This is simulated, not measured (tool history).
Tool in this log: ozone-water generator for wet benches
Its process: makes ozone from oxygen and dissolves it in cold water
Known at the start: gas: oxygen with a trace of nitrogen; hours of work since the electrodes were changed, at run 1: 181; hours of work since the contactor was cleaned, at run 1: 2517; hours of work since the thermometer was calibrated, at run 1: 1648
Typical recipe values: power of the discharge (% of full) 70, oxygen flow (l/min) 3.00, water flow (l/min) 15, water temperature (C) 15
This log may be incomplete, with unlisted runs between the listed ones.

run,hour,power of the discharge (% of full),oxygen flow (l/min),water flow (l/min),water temperature (C),hours of work since the electrodes were changed,hours of work since the contactor was cleaned,hours of work since the thermometer was calibrated,dissolved ozone (ppm),ozone in the gas ahead of the water (g/m3)
1,0.0,70,3.00,15,15,181,2517,1648,14.9,203.3
2,35.1,70,3.00,15,15,214,2549,1680,14.8,203.7
3,66.5,70,3.00,15,15,242,2578,1709,14.7,202.9
4,99.3,70,3.00,15,11,273,2608,1739,15.4,203.6
5,118.7,70,1.58,15,15,290,2626,1757,14.2,309.5
6,149.0,70,3.87,15,15,318,2654,1785,14.7,172.3
7,182.6,70,3.87,15,15,349,2685,1816,14.6,171.9
8,217.2,70,3.87,15,15,381,2717,1848,14.6,169.5
9,252.0,70,3.87,15,15,413,2749,1880,14.5,170.6
10,287.6,70,3.87,15,15,446,2781,1912,14.4,171.9
11,321.3,70,3.00,15,10,477,2812,1943,15.5,202.1
# hour 328.8: contactor cleaned
12,362.0,70,3.00,15,10,510,31,1977,14.8,201.6
13,396.4,70,3.00,15,10,542,62,2009,15.0,203.0
14,419.6,70,3.00,15,10,563,84,2030,14.9,203.6
15,450.5,70,3.00,15,10,592,112,2058,14.7,197.6
# hour 473.7: contactor cleaned, once more
16,481.0,70,2.69,15,10,616,7,2083,16.0,215.4
17,518.2,70,2.20,15,15,650,41,2117,15.0,245.1
18,544.6,70,3.00,12,19,675,65,2141,16.9,203.4
19,581.2,50,3.00,15,17,708,99,2175,12.4,168.2
20,599.3,70,5.17,13,10,725,115,2192,17.2,139.1
21,631.2,70,2.49,14,15,754,145,2221,16.0,225.9
22,657.1,70,2.49,14,15,778,169,2245,16.0,227.3
23,675.2,70,2.49,14,15,795,185,2261,16.0,226.1

3 options for the next run, each taken on its own from the tool as it stands now. Forecast them:
A,711.8,70,2.93,23,7,828,219,2295,?,?
B,711.8,46,3.00,24,15,828,219,2295,?,?
C,711.8,81,2.49,14,15,828,219,2295,?,?

run,dissolved ozone (ppm),ozone in the gas ahead of the water (g/m3)
A,10.9,201.1
B,8.1,161.9
C,17.4,244.2
The same runs, with their run-to-run variation unchanged, on a tool lacking any hidden condition would have given:
run,dissolved ozone (ppm),ozone in the gas ahead of the water (g/m3)
A,11.3,205.6
B,8.3,164.7
C,18.0,250.0

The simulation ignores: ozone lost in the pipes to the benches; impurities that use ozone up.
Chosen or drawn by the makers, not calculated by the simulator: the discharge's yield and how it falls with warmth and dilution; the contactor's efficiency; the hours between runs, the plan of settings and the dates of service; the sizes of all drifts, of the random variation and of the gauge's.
